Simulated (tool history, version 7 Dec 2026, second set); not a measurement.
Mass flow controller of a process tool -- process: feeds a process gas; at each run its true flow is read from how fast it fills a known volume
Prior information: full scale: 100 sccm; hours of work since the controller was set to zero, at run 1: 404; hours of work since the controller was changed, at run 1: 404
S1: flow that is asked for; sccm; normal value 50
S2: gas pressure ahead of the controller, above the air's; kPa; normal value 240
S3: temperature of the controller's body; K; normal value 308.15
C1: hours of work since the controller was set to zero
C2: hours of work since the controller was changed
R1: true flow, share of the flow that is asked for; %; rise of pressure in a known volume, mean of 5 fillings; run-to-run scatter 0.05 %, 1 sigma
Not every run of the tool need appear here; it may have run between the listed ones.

{"run": 1, "hour": 0.0, "S1": 50, "S2": 240, "S3": 308.15, "C1": 404, "C2": 404, "R1": 98.1}
{"run": 2, "hour": 34.0, "S1": 50, "S2": 240, "S3": 308.15, "C1": 425, "C2": 425, "R1": 98.04}
{"run": 3, "hour": 97.8, "S1": 20, "S2": 240, "S3": 308.15, "C1": 464, "C2": 464, "R1": 97.66}
{"run": 4, "hour": 149.5, "S1": 50, "S2": 240, "S3": 308.15, "C1": 495, "C2": 495, "R1": 97.93}
{"run": 5, "hour": 219.5, "S1": 50, "S2": 240, "S3": 308.15, "C1": 538, "C2": 538, "R1": 98.07}
{"run": 6, "hour": 255.4, "S1": 50, "S2": 240, "S3": 308.15, "C1": 560, "C2": 560, "R1": 98.05}
{"run": 7, "hour": 318.5, "S1": 50, "S2": 141, "S3": 308.15, "C1": 599, "C2": 599, "R1": 98.6}
{"run": 8, "hour": 387.8, "S1": 50, "S2": 240, "S3": 308.15, "C1": 641, "C2": 641, "R1": 98.12}
{"run": 9, "hour": 431.7, "S1": 50, "S2": 240, "S3": 308.15, "C1": 668, "C2": 668, "R1": 97.94}
{"run": 10, "hour": 508.6, "S1": 50, "S2": 240, "S3": 308.15, "C1": 715, "C2": 715, "R1": 98.01}
{"run": 11, "hour": 564.1, "S1": 50, "S2": 240, "S3": 308.15, "C1": 749, "C2": 749, "R1": 98.04}
{"run": 12, "hour": 634.9, "S1": 50, "S2": 240, "S3": 308.15, "C1": 792, "C2": 792, "R1": 98.13}
{"run": 13, "hour": 707.3, "S1": 12, "S2": 240, "S3": 308.15, "C1": 837, "C2": 837, "R1": 98.6}
{"run": 14, "hour": 751.3, "S1": 12, "S2": 240, "S3": 308.15, "C1": 864, "C2": 864, "R1": 98.69}
{"run": 15, "hour": 815.9, "S1": 12, "S2": 240, "S3": 308.15, "C1": 903, "C2": 903, "R1": 98.8}

Run 16 comes next. What will it give?
{"run": 16, "hour": 883.4, "S1": 12, "S2": 240, "S3": 308.15, "C1": 944, "C2": 944, "R1": "?"}

Logged for run 16: R1 98.78 %.
Had the tool carried no hidden state, the very same run would have given R1 96.92 %.
